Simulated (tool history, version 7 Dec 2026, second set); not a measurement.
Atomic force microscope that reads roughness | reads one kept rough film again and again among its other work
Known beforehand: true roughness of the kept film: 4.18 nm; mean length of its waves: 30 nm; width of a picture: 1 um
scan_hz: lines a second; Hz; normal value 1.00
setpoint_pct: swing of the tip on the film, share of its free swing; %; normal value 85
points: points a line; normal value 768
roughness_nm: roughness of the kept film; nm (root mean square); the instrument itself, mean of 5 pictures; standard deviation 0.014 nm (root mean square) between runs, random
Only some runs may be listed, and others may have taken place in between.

{"run": 1, "hour": 0.0, "scan_hz": 1.0, "setpoint_pct": 85, "points": 768, "roughness_nm": 2.871}
{"run": 2, "hour": 22.2, "scan_hz": 1.0, "setpoint_pct": 85, "points": 768, "roughness_nm": 2.817}
{"run": 3, "hour": 52.3, "scan_hz": 1.0, "setpoint_pct": 85, "points": 768, "roughness_nm": 2.747}
{"run": 4, "hour": 81.9, "scan_hz": 1.0, "setpoint_pct": 85, "points": 768, "roughness_nm": 2.694}
{"run": 5, "hour": 110.0, "scan_hz": 1.0, "setpoint_pct": 59, "points": 768, "roughness_nm": 2.878}
{"run": 6, "hour": 133.7, "scan_hz": 1.0, "setpoint_pct": 85, "points": 768, "roughness_nm": 2.607}
{"run": 7, "hour": 159.2, "scan_hz": 3.46, "setpoint_pct": 85, "points": 768, "roughness_nm": 2.012}
{"run": 8, "hour": 181.1, "scan_hz": 3.46, "setpoint_pct": 85, "points": 768, "roughness_nm": 1.972}
{"run": 9, "hour": 201.1, "scan_hz": 3.46, "setpoint_pct": 85, "points": 768, "roughness_nm": 1.957}
{"hour": 210.9, "done": "new tip fitted"}
{"run": 10, "hour": 226.8, "scan_hz": 1.0, "setpoint_pct": 55, "points": 768, "roughness_nm": 3.56}
{"run": 11, "hour": 242.6, "scan_hz": 1.0, "setpoint_pct": 59, "points": 768, "roughness_nm": 3.459}
{"run": 12, "hour": 263.9, "scan_hz": 1.0, "setpoint_pct": 59, "points": 768, "roughness_nm": 3.371}
{"run": 13, "hour": 291.1, "scan_hz": 1.0, "setpoint_pct": 59, "points": 768, "roughness_nm": 3.334}
{"run": 14, "hour": 304.4, "scan_hz": 2.59, "setpoint_pct": 60, "points": 360, "roughness_nm": 3.119}
{"run": 15, "hour": 333.9, "scan_hz": 2.59, "setpoint_pct": 60, "points": 360, "roughness_nm": 3.034}
{"run": 16, "hour": 353.4, "scan_hz": 1.0, "setpoint_pct": 85, "points": 405, "roughness_nm": 2.876}
{"run": 17, "hour": 368.5, "scan_hz": 1.5, "setpoint_pct": 77, "points": 459, "roughness_nm": 2.844}
{"run": 18, "hour": 387.0, "scan_hz": 3.88, "setpoint_pct": 61, "points": 339, "roughness_nm": 2.797}
{"run": 19, "hour": 409.9, "scan_hz": 3.88, "setpoint_pct": 58, "points": 339, "roughness_nm": 2.792}
{"run": 20, "hour": 434.5, "scan_hz": 3.88, "setpoint_pct": 58, "points": 339, "roughness_nm": 2.745}
{"run": 21, "hour": 447.6, "scan_hz": 0.55, "setpoint_pct": 85, "points": 643, "roughness_nm": 2.809}
{"run": 22, "hour": 463.8, "scan_hz": 0.5, "setpoint_pct": 60, "points": 835, "roughness_nm": 2.923}
{"run": 23, "hour": 482.8, "scan_hz": 1.06, "setpoint_pct": 58, "points": 599, "roughness_nm": 2.854}
{"run": 24, "hour": 495.6, "scan_hz": 1.32, "setpoint_pct": 59, "points": 307, "roughness_nm": 2.797}
{"run": 25, "hour": 520.9, "scan_hz": 1.32, "setpoint_pct": 59, "points": 307, "roughness_nm": 2.723}

Here are 3 independent what-if runs from the current tool condition. What would each one return?
{"run": "A", "hour": 543.7, "scan_hz": 0.85, "setpoint_pct": 59, "points": 307, "roughness_nm": "?"}
{"run": "B", "hour": 543.7, "scan_hz": 2.67, "setpoint_pct": 59, "points": 349, "roughness_nm": "?"}
{"run": "C", "hour": 543.7, "scan_hz": 1.93, "setpoint_pct": 85, "points": 768, "roughness_nm": "?"}

run=A roughness_nm=2.715
run=B roughness_nm=2.587
run=C roughness_nm=2.263
Without the tool's hidden state the same runs would have given:
run=A roughness_nm=3.583
run=B roughness_nm=3.417
run=C roughness_nm=2.988
